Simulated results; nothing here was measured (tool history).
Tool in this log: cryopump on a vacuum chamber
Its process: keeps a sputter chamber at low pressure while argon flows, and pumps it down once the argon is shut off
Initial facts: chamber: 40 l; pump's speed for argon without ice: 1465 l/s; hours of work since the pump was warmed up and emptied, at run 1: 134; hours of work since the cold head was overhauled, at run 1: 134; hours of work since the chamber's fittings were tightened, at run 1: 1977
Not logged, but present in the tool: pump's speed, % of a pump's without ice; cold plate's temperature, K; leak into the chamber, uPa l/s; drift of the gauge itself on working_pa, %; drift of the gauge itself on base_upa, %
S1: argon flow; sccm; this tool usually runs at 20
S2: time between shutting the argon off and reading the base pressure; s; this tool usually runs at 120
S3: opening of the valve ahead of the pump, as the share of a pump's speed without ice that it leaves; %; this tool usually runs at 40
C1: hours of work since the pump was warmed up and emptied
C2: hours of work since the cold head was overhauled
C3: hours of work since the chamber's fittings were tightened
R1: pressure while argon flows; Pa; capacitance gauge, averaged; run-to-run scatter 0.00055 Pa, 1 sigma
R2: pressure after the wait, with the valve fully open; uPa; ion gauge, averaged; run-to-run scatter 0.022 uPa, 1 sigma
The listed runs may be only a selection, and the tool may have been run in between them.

run   hour  S1   S2  S3   C1   C2    C3      R1    R2
  1      0  20  120  40  134  134  1977  0.0605  1.28
  2   32.9  20  120  40  151  151  1994  0.0597  1.32
  3     55  20  120  40  162  162  2006  0.0607  1.31
  4   79.2  20  120  40  175  175  2018   0.061  1.34
  5  113.6  20  120  15  192  192  2036  0.1575   1.3
  6  143.5  28   96  31  208  208  2052  0.1095  1.44
  7    162   9  176  55  217  217  2061  0.0205   1.2
  8  196.3  20  227  24  235  235  2079  0.1007  1.17
  9  231.8  20  120  15  253  253  2097  0.1591   1.4

Expected results for the next run?
 10  254.2  17  148  20  265  265  2109   ?   ?

{"run 10": {"R1": 0.1011, "R2": 1.29}}
If the tool had no hidden condition, the same run with the same run-to-run variation would have returned R1 0.0971 Pa, R2 0.54 uPa.

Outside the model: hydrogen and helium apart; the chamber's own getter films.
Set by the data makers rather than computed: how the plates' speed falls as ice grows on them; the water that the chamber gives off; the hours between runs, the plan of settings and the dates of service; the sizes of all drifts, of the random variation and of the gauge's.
